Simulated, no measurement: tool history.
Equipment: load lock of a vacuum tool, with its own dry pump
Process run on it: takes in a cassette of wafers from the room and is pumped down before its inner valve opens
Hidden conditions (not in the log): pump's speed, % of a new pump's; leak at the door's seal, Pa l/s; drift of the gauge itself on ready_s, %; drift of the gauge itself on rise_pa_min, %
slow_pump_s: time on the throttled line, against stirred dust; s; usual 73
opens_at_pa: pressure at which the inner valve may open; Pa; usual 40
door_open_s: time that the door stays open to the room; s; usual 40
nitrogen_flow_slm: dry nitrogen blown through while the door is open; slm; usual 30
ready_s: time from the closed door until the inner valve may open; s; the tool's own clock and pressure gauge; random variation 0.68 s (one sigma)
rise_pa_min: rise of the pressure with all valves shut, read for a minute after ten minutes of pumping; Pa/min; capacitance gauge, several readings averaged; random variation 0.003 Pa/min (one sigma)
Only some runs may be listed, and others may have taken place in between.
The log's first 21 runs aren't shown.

| run | hour | slow_pump_s | opens_at_pa | door_open_s | nitrogen_flow_slm | hours that the pump has run since its overhaul | times that the door has closed on its seal | incoming humidity of the room's air, % | ready_s | rise_pa_min |
|---|---|---|---|---|---|---|---|---|---|---|
| 22 | 4958.2 | 88 | 40 | 59 | 21 | 15986 | 17182 | 43.9 | 126.8 | 0.084 |
| 23 | 5153.1 | 88 | 40 | 59 | 21 | 16181 | 17493 | 49.4 | 126.2 | 0.087 |
| 24 | 5381.2 | 88 | 40 | 59 | 21 | 16409 | 17857 | 42.0 | 126.5 | 0.082 |
| 25 | 5561.6 | 75 | 37 | 59 | 21 | 16590 | 18145 | 44.0 | 115.8 | 0.082 |
| 26 | 5832.9 | 73 | 40 | 40 | 10 | 16861 | 18578 | 43.3 | 114.4 | 0.091 |
| 27 | 6038.8 | 47 | 37 | 186 | 42 | 17067 | 18906 | 43.1 | 92.6 | 0.083 |
| 28 | 6275.2 | 47 | 37 | 186 | 42 | 17303 | 19283 | 45.1 | 93.3 | 0.088 |
| 29 | 6549.6 | 47 | 35 | 64 | 8 | 17578 | 19721 | 46.3 | 94.0 | 0.101 |
|  | 6758.2 | dry pump taken out, an overhauled one fitted |
| 30 | 6795.4 | 112 | 68 | 64 | 8 | 37 | 20104 | 47.5 | 140.2 | 0.107 |
| 31 | 7006.8 | 112 | 68 | 64 | 8 | 249 | 20441 | 45.2 | 139.7 | 0.102 |
| 32 | 7299.4 | 73 | 40 | 174 | 20 | 541 | 20908 | 44.2 | 107.0 | 0.105 |
| 33 | 7613.2 | 73 | 40 | 174 | 20 | 855 | 21408 | 43.2 | 108.5 | 0.108 |
| 34 | 7843.9 | 73 | 78 | 84 | 30 | 1086 | 21777 | 47.0 | 104.9 | 0.096 |
| 35 | 8037.4 | 44 | 33 | 178 | 30 | 1279 | 22085 | 47.0 | 84.7 | 0.110 |
| 36 | 8242.2 | 44 | 33 | 178 | 30 | 1484 | 22412 | 45.0 | 84.2 | 0.106 |

Predict each of these 5 candidate next runs independently; none follows another, all start after run 36:
| A | 8442.5 | 66 | 70 | 178 | 16 | 1684 | 22732 | 44.8 | ? | ? |
| B | 8442.5 | 73 | 40 | 40 | 20 | 1684 | 22732 | 44.5 | ? | ? |
| C | 8442.5 | 44 | 33 | 153 | 30 | 1684 | 22732 | 43.4 | ? | ? |
| D | 8442.5 | 73 | 44 | 41 | 44 | 1684 | 22732 | 46.9 | ? | ? |
| E | 8442.5 | 106 | 32 | 178 | 17 | 1684 | 22732 | 44.3 | ? | ? |

| run | ready_s | rise_pa_min |
|---|---|---|
| A | 100.6 | 0.116 |
| B | 107.0 | 0.098 |
| C | 84.1 | 0.102 |
| D | 108.8 | 0.083 |
| E | 139.3 | 0.119 |
With the hidden condition removed and each run's random variation left untouched, the same runs would have given:
| run | ready_s | rise_pa_min |
|---|---|---|
| A | 99.7 | 0.065 |
| B | 106.1 | 0.048 |
| C | 83.1 | 0.051 |
| D | 107.9 | 0.032 |
| E | 138.5 | 0.070 |
